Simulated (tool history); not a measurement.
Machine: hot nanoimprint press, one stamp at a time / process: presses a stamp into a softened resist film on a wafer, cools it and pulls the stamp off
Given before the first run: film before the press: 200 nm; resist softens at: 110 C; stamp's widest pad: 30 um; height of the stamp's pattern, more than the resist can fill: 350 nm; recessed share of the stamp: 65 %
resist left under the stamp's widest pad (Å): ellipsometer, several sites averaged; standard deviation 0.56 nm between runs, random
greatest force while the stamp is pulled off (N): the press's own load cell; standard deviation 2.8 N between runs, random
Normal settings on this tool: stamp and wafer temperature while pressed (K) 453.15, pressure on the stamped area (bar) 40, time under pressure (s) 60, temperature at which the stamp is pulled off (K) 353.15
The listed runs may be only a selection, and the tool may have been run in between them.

run,hour,stamp and wafer temperature while pressed (K),pressure on the stamped area (bar),time under pressure (s),temperature at which the stamp is pulled off (K),resist left under the stamp's widest pad (Å),greatest force while the stamp is pulled off (N)
1,0,453.15,40,60,353.15,1132,135
2,22.8,453.15,40,60,353.15,1134,141
# hour 35.5: plate thermocouple calibrated
3,41.4,453.15,61.4,60,353.15,961,140
4,62.2,453.15,61.4,60,353.15,943,143
5,84.9,453.15,40,60,353.15,1154,138
6,109,453.15,40,60,353.15,1140,142
7,121.6,461.15,40,60,353.15,942,134
8,135.9,461.15,40,60,353.15,942,146
9,152.3,461.15,40,60,353.15,938,140
10,178.6,461.15,40,60,353.15,936,151
11,195.6,461.15,40,60,353.15,929,150
12,215.5,453.15,58.1,60,353.15,973,141
13,238.1,453.15,58.1,60,353.15,971,154
14,258.9,453.15,40,60,353.15,1145,148
15,283.8,453.15,40,60,353.15,1153,153
16,309.4,453.15,40,60,353.15,1148,149
17,324.7,453.15,40,60,353.15,1155,161
18,343,453.15,61.3,60,353.15,944,151
# hour 361.2: stamp cleaned and given a new release coat
19,371,458.15,49.4,105,343.15,747,151
# hour 382: plate thermocouple calibrated
20,386.5,458.15,49.4,105,343.15,757,155
21,411.5,460.15,49.4,33,343.15,1069,148
22,433.7,460.15,40.9,79,343.15,876,152
23,452.6,460.15,40.9,79,343.15,867,148
24,475.3,461.15,42.3,71,347.15,873,152
25,500.6,461.15,42.3,71,347.15,868,143
26,515.9,461.15,42.3,71,347.15,869,152
27,530.8,461.15,42.3,71,347.15,878,154
28,554.7,460.15,25,75,351.15,1130,144
29,582.7,444.15,38.2,37,354.15,1599,144
30,603,442.15,38.2,37,342.15,1641,163
31,629.4,442.15,38.2,59,342.15,1532,165

A few steps of resist left under the stamp's widest pad (Å) between consecutive runs. Split each: what settings, incoming material and random variation would produce without the hidden state, and what is left over for the hidden state, along with gauge scatter present in only one of the two compared results (measured, and without hidden state):
Unlogged tool condition in this case: true temperature over the reading, C; pressure that arrives at the usual setting, %; grip of the stamp's worn release coat, % over a new coat's; drift of the gauge itself on residual_nm, %; drift of the gauge itself on pull_off_n, %.
Run 2 -> 3: pressure on the stamped area (bar) 40 -> 61.4, plate thermocouple calibrated. resist left under the stamp's widest pad (Å) -173: hidden state +29, all else -202.
Run 19 -> 20: plate thermocouple calibrated. resist left under the stamp's widest pad (Å) +10: hidden state +16, all else -6.
Run 20 -> 21: stamp and wafer temperature while pressed (K) 458.15 -> 460.15, time under pressure (s) 105 -> 33. resist left under the stamp's widest pad (Å) +312: hidden state +5, all else +307.
Run 27 -> 28: stamp and wafer temperature while pressed (K) 461.15 -> 460.15, pressure on the stamped area (bar) 42.3 -> 25, time under pressure (s) 71 -> 75, temperature at which the stamp is pulled off (K) 347.15 -> 351.15. resist left under the stamp's widest pad (Å) +252: hidden state -10, all else +262.
Run 28 -> 29: stamp and wafer temperature while pressed (K) 460.15 -> 444.15, pressure on the stamped area (bar) 25 -> 38.2, time under pressure (s) 75 -> 37, temperature at which the stamp is pulled off (K) 351.15 -> 354.15. resist left under the stamp's widest pad (Å) +469: hidden state +3, all else +466.
